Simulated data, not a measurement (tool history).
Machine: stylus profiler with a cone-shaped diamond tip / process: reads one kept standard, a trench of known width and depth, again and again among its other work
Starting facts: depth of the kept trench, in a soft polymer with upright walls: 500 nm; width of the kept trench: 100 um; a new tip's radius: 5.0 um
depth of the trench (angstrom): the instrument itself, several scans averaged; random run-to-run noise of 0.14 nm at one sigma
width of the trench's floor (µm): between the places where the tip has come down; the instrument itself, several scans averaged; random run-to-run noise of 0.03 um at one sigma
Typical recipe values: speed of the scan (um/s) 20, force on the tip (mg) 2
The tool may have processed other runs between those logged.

| run | day | speed of the scan (um/s) | force on the tip (mg) | depth of the trench (angstrom) | width of the trench's floor (µm) |
|---|---|---|---|---|---|
| 1 | 0 | 20 | 2 | 5022.1 | 95.55 |
| 2 | 1.188 | 20 | 2 | 5023.1 | 95.56 |
| 3 | 2.212 | 20 | 5.68 | 5050.4 | 95.65 |
| 4 | 4.104 | 14 | 5.68 | 5050.6 | 95.61 |
| 5 | 5.804 | 14 | 5.68 | 5048.2 | 95.59 |
| 6 | 7.671 | 20 | 5.48 | 5049 | 95.55 |
| 7 | 8.95 | 20 | 2 | 5024.4 | 95.55 |
| 8 | 10.096 | 20 | 2 | 5021.8 | 95.53 |
| 9 | 11.096 | 20 | 2 | 5022.2 | 95.5 |
| 10 | 12.675 | 20 | 2 | 5025.7 | 95.54 |
| 11 | 13.629 | 32 | 2 | 5025 | 95.51 |
| 12 | 14.75 | 20 | 2 | 5026.4 | 95.5 |
| 13 | 15.721 | 20 | 2 | 5025.1 | 95.5 |
| 14 | 17.608 | 20 | 2 | 5024.9 | 95.52 |
| 15 | 18.958 | 20 | 2 | 5023.8 | 95.52 |
| 16 | 20.183 | 20 | 2 | 5024.9 | 95.5 |
| 17 | 21.125 | 20 | 2 | 5025.2 | 95.55 |
| 18 | 22.408 | 20 | 2 | 5023 | 95.51 |
| 19 | 24.296 | 8 | 0.73 | 5013.5 | 95.57 |
| 20 | 25.938 | 9 | 0.67 | 5011.5 | 95.55 |

Expected results for the next run?
| 21 | 26.767 | 68 | 2.52 | ? | ? |

{"run 21": {"depth of the trench (angstrom)": 5028.7, "width of the trench's floor (µm)": 95.33}}
Take away the tool's hidden state, keep the run-to-run variation as it was, and the same run would have given depth of the trench (angstrom) 5028.4, width of the trench's floor (µm) 95.34.
